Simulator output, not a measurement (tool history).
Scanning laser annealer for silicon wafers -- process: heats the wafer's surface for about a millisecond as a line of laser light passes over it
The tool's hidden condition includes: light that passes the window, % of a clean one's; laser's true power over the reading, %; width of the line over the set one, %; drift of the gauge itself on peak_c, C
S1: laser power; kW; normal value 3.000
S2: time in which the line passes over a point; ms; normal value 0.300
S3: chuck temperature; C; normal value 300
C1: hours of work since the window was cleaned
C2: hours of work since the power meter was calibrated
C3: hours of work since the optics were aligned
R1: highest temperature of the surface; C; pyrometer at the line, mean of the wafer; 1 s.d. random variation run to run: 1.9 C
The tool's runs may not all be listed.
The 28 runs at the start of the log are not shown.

run,hour,S1,S2,S3,C1,C2,C3,R1
29,209.4,3.000,0.241,308,372,236,437,1030
30,214.3,3.147,0.277,300,375,239,440,1113
31,225.1,2.979,0.300,300,382,246,447,1084
32,230.4,3.000,0.217,300,385,250,451,992
33,240.6,3.090,0.284,282,392,256,458,1085
34,251.2,2.847,0.300,339,399,263,465,1082
35,256.1,3.000,0.300,272,402,266,468,1065
36,261.1,3.000,0.300,272,406,270,471,1065
37,271.2,2.625,0.330,268,412,276,478,968
38,282.4,2.985,0.221,300,420,284,485,989
39,293.1,2.754,0.267,300,427,291,492,980
40,301.6,2.598,0.300,300,432,297,498,968

Branching from run 40: 3 alternative next runs. What would each branch give?
A,311.8,3.000,0.335,300,439,303,505,?
B,311.8,2.748,0.300,300,439,303,505,?
C,311.8,2.598,0.300,270,439,303,505,?

run,R1
A,1134
B,1010
C,936
With the hidden condition removed and each run's random variation left untouched, the same runs would have given:
run,R1
A,1134
B,1010
C,937
